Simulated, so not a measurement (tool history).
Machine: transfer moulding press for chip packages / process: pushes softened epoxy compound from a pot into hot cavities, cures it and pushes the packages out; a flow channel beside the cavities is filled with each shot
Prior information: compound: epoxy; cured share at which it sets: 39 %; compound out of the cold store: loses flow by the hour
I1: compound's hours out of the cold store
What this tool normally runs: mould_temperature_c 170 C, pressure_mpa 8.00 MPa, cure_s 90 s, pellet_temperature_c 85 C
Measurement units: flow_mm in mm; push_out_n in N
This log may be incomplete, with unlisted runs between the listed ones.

run 1 hour=0.0 | mould_temperature_c=170 pressure_mpa=8.00 cure_s=90 pellet_temperature_c=85 | I1=31.9 | flow_mm=962 push_out_n=548
-- hour=15.0 cavities cleaned with cleaning compound and waxed
run 2 hour=27.7 | mould_temperature_c=170 pressure_mpa=8.00 cure_s=90 pellet_temperature_c=85 | I1=19.8 | flow_mm=1000 push_out_n=557
run 3 hour=56.5 | mould_temperature_c=170 pressure_mpa=8.00 cure_s=90 pellet_temperature_c=85 | I1=12.4 | flow_mm=1026 push_out_n=584
run 4 hour=75.0 | mould_temperature_c=170 pressure_mpa=8.00 cure_s=90 pellet_temperature_c=85 | I1=15.7 | flow_mm=1014 push_out_n=582
-- hour=84.7 cavities cleaned with cleaning compound and waxed
run 5 hour=89.7 | mould_temperature_c=170 pressure_mpa=8.00 cure_s=90 pellet_temperature_c=85 | I1=16.0 | flow_mm=1014 push_out_n=569
-- hour=111.3 plunger's sealing rings changed
run 6 hour=117.2 | mould_temperature_c=170 pressure_mpa=8.00 cure_s=90 pellet_temperature_c=85 | I1=18.4 | flow_mm=1006 push_out_n=558
run 7 hour=134.3 | mould_temperature_c=170 pressure_mpa=8.00 cure_s=90 pellet_temperature_c=85 | I1=33.8 | flow_mm=955 push_out_n=537
run 8 hour=146.2 | mould_temperature_c=170 pressure_mpa=7.46 cure_s=90 pellet_temperature_c=91 | I1=32.3 | flow_mm=925 push_out_n=531
-- hour=155.9 cavities cleaned with cleaning compound and waxed
run 9 hour=176.3 | mould_temperature_c=177 pressure_mpa=9.14 cure_s=89 pellet_temperature_c=78 | I1=32.2 | flow_mm=1008 push_out_n=414
run 10 hour=189.8 | mould_temperature_c=170 pressure_mpa=7.35 cure_s=90 pellet_temperature_c=79 | I1=12.4 | flow_mm=987 push_out_n=577
run 11 hour=205.2 | mould_temperature_c=174 pressure_mpa=7.88 cure_s=90 pellet_temperature_c=79 | I1=47.0 | flow_mm=899 push_out_n=457
-- hour=224.7 cavities cleaned with cleaning compound and waxed
run 12 hour=230.8 | mould_temperature_c=171 pressure_mpa=6.25 cure_s=109 pellet_temperature_c=80 | I1=35.8 | flow_mm=836 push_out_n=425
run 13 hour=258.3 | mould_temperature_c=171 pressure_mpa=6.25 cure_s=109 pellet_temperature_c=80 | I1=29.6 | flow_mm=852 push_out_n=401

Alternative continuations, all from the tool just after run 13; predict every row:
run A hour=280.1 | mould_temperature_c=164 pressure_mpa=8.00 cure_s=72 pellet_temperature_c=85 | I1=41.8 | flow_mm=? push_out_n=?
run B hour=280.1 | mould_temperature_c=170 pressure_mpa=8.00 cure_s=102 pellet_temperature_c=81 | I1=41.8 | flow_mm=? push_out_n=?
run C hour=280.1 | mould_temperature_c=170 pressure_mpa=6.31 cure_s=90 pellet_temperature_c=85 | I1=26.3 | flow_mm=? push_out_n=?

run=A flow_mm=944 push_out_n=1340
run=B flow_mm=930 push_out_n=456
run=C flow_mm=870 push_out_n=568
Take away the tool's hidden state, keep each run's random variation, and the runs would have read:
run=A flow_mm=944 push_out_n=1332
run=B flow_mm=930 push_out_n=453
run=C flow_mm=870 push_out_n=564
